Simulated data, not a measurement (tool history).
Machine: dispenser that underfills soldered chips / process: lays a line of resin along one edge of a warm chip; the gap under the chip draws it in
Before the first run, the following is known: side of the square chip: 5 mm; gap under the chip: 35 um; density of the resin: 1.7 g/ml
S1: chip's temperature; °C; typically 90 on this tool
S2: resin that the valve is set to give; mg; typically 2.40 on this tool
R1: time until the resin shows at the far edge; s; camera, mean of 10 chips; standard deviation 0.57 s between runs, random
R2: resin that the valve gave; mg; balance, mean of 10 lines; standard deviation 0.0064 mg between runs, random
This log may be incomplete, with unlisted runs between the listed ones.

run	hour	S1	S2	R1	R2
1	0.0	90	2.40	63.9	2.310
2	6.2	90	2.40	83.6	2.306
# hour 9.4: new syringe of resin
# hour 10.4: dispensing valve cleaned and set on the balance
3	11.5	90	2.40	50.4	2.397
4	16.7	90	2.40	67.3	2.394
5	23.3	90	2.40	89.8	2.390
# hour 25.0: new syringe of resin
6	29.6	90	2.40	62.2	2.370
7	34.6	90	2.40	75.5	2.373
# hour 40.1: new syringe of resin
8	41.1	90	2.40	50.4	2.366
9	46.4	90	2.40	66.6	2.364
10	53.0	92	2.40	83.0	2.357
# hour 54.6: new syringe of resin
11	56.2	86	2.40	63.0	2.364
12	60.0	86	2.40	75.8	2.354
13	65.9	86	2.40	99.8	2.327
# hour 69.2: new syringe of resin
14	70.2	86	2.21	62.5	2.136
15	74.7	86	2.21	78.7	2.142
16	78.6	86	2.21	91.3	2.142
17	83.3	90	2.21	96.0	2.117
# hour 84.2: new syringe of resin
# hour 89.4: dispensing valve cleaned and set on the balance
18	90.3	90	2.21	63.4	2.213
19	95.0	90	2.21	76.9	2.192
# hour 100.1: new syringe of resin
20	102.0	103	2.27	31.6	2.254
21	108.5	87	2.57	85.3	2.551
22	113.0	81	2.40	139.6	2.374
# hour 114.9: new syringe of resin
23	120.1	79	2.39	105.2	2.353
24	125.0	90	3.01	78.4	2.964
# hour 129.5: new syringe of resin
25	131.5	90	3.04	53.7	2.985
26	136.6	101	2.19	43.0	2.133
27	143.4	103	2.14	56.3	2.084
# hour 144.3: new syringe of resin
28	149.3	99	2.52	42.7	2.459
29	152.3	92	2.69	65.9	2.621
30	155.2	98	2.56	59.6	2.466
# hour 159.0: new syringe of resin
31	161.0	85	2.59	69.6	2.498

Run 32 comes next. What will it give?
32	163.8	88	2.46	?	?

R1: 69.1 s
R2: 2.373 mg
Take away the tool's hidden state, keep the run-to-run variation as it was, and the same run would have given R1 53.6 s, R2 2.459 mg.
